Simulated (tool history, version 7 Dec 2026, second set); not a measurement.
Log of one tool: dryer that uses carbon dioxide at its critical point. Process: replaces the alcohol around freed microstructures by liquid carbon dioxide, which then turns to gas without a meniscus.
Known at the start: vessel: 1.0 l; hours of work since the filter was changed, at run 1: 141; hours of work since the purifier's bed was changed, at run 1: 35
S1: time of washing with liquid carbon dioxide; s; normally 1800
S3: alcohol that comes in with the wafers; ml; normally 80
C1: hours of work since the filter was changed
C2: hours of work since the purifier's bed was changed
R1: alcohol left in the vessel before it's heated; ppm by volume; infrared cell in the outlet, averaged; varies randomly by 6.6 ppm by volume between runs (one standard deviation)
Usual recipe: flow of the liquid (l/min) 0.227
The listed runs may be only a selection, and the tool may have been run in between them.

Run 1, hour 0: usual settings; C1 141; C2 35. Result: R1 364 ppm by volume.
Run 2, hour 23.1: usual settings; C1 149; C2 43. Result: R1 377 ppm by volume.
Run 3, hour 34.5: usual settings but S1 1560 s; C1 153; C2 47. Result: R1 758 ppm by volume.
Run 4, hour 54.5: usual settings but S1 1560 s; C1 159; C2 54. Result: R1 788 ppm by volume.
Run 5, hour 79.8: usual settings; C1 168; C2 62. Result: R1 394 ppm by volume.
Run 6, hour 91.1: usual settings but flow of the liquid (l/min) 0.341; C1 172; C2 66. Result: R1 56 ppm by volume.
Run 7, hour 103.3: usual settings but flow of the liquid (l/min) 0.341, S3 30 ml; C1 176; C2 70. Result: R1 51 ppm by volume.
Run 8, hour 117.4: usual settings but flow of the liquid (l/min) 0.341, S3 30 ml; C1 180; C2 75. Result: R1 36 ppm by volume.
Run 9, hour 130.6: usual settings but flow of the liquid (l/min) 0.341, S3 30 ml; C1 185; C2 79. Result: R1 45 ppm by volume.
Run 10, hour 144.9: usual settings but flow of the liquid (l/min) 0.228; C1 190; C2 84. Result: R1 410 ppm by volume.
Run 11, hour 161.1: usual settings but flow of the liquid (l/min) 0.228; C1 195; C2 89. Result: R1 414 ppm by volume.
Run 12, hour 174.7: usual settings but S3 114 ml; C1 200; C2 94. Result: R1 591 ppm by volume.
Run 13, hour 192.1: usual settings but S3 114 ml; C1 205; C2 100. Result: R1 601 ppm by volume.
Run 14, hour 214.6: usual settings but S3 114 ml; C1 213; C2 107. Result: R1 592 ppm by volume.
Run 15, hour 236.6: usual settings but S3 114 ml; C1 220; C2 115. Result: R1 614 ppm by volume.
Run 16, hour 262: usual settings but S3 114 ml; C1 229; C2 123. Result: R1 625 ppm by volume.
Run 17, hour 277.9: usual settings but flow of the liquid (l/min) 0.222, S3 114 ml; C1 234; C2 128. Result: R1 737 ppm by volume.
Run 18, hour 298.8: usual settings but flow of the liquid (l/min) 0.151, S3 114 ml; C1 241; C2 135. Result: R1 3841 ppm by volume.
Run 19, hour 321.3: usual settings but flow of the liquid (l/min) 0.377; C1 249; C2 143. Result: R1 73 ppm by volume.
Run 20, hour 345.3: usual settings but S1 2100 s, flow of the liquid (l/min) 0.172, S3 24 ml; C1 257; C2 151. Result: R1 304 ppm by volume.
Run 21, hour 370.2: usual settings but S1 2100 s, flow of the liquid (l/min) 0.172, S3 24 ml; C1 265; C2 159. Result: R1 304 ppm by volume.
Run 22, hour 395.7: usual settings but S1 1080 s, flow of the liquid (l/min) 0.288, S3 24 ml; C1 274; C2 168. Result: R1 500 ppm by volume.
Run 23, hour 412.9: usual settings but flow of the liquid (l/min) 0.167, S3 29 ml; C1 280; C2 174. Result: R1 739 ppm by volume.
Run 24, hour 434.7: usual settings but S1 2280 s, flow of the liquid (l/min) 0.355; C1 287; C2 181. Result: R1 64 ppm by volume.
Run 25, hour 448.4: usual settings but flow of the liquid (l/min) 0.38; C1 291; C2 186. Result: R1 75 ppm by volume.
Run 26, hour 464.1: usual settings but S1 2760 s, flow of the liquid (l/min) 0.339, S3 31 ml; C1 297; C2 191. Result: R1 75 ppm by volume.
Run 27, hour 489.7: usual settings but S1 2640 s, flow of the liquid (l/min) 0.319, S3 25 ml; C1 305; C2 199. Result: R1 71 ppm by volume.
Run 28, hour 514.2: usual settings but S1 2700 s, flow of the liquid (l/min) 0.152, S3 115 ml; C1 313; C2 208. Result: R1 774 ppm by volume.
Run 29, hour 524.9: usual settings but S1 1500 s, flow of the liquid (l/min) 0.308, S3 57 ml; C1 317; C2 211. Result: R1 224 ppm by volume.
Run 30, hour 546: usual settings but S1 1500 s, flow of the liquid (l/min) 0.308, S3 57 ml; C1 324; C2 218. Result: R1 233 ppm by volume.
Run 31, hour 570.2: usual settings but S1 1500 s, flow of the liquid (l/min) 0.308, S3 57 ml; C1 332; C2 226. Result: R1 243 ppm by volume.
Run 32, hour 593.7: usual settings but S1 1500 s, flow of the liquid (l/min) 0.308, S3 57 ml; C1 340; C2 234. Result: R1 255 ppm by volume.
Run 33, hour 605: usual settings but flow of the liquid (l/min) 0.356, S3 49 ml; C1 344; C2 238. Result: R1 109 ppm by volume.
Run 34, hour 629.7: usual settings but S1 1560 s, S3 22 ml; C1 352; C2 246. Result: R1 369 ppm by volume.
Run 35, hour 654.6: usual settings but S1 2460 s, flow of the liquid (l/min) 0.137, S3 27 ml; C1 361; C2 255. Result: R1 548 ppm by volume.
Run 36, hour 666.9: usual settings but S1 1140 s, flow of the liquid (l/min) 0.253, S3 27 ml; C1 365; C2 259. Result: R1 847 ppm by volume.

Measured result minus the same run's result without the hidden state. Both carry the same run-to-run variation, though not necessarily the same gauge scatter:
What the log doesn't record here: flow that reaches the vessel past the clogged filter, %; alcohol in the recycled carbon dioxide, ppm; drift of the gauge itself on alcohol_ppm, %.
run    R1
  1   +82
  2   +86
  3  +151
  4  +161
  5  +102
  6   +31
  7   +28
  8   +30
  9   +31
 10  +125
 11  +126
 12  +176
 13  +185
 14  +187
 15  +202
 16  +210
 17  +244
 18  +843
 19   +55
 20  +125
 21  +126
 22  +176
 23  +236
 24   +64
 25   +72
 26   +69
 27   +71
 28  +331
 29  +138
 30  +143
 31  +149
 32  +153
 33   +91
 34  +185
 35  +245
 36  +331
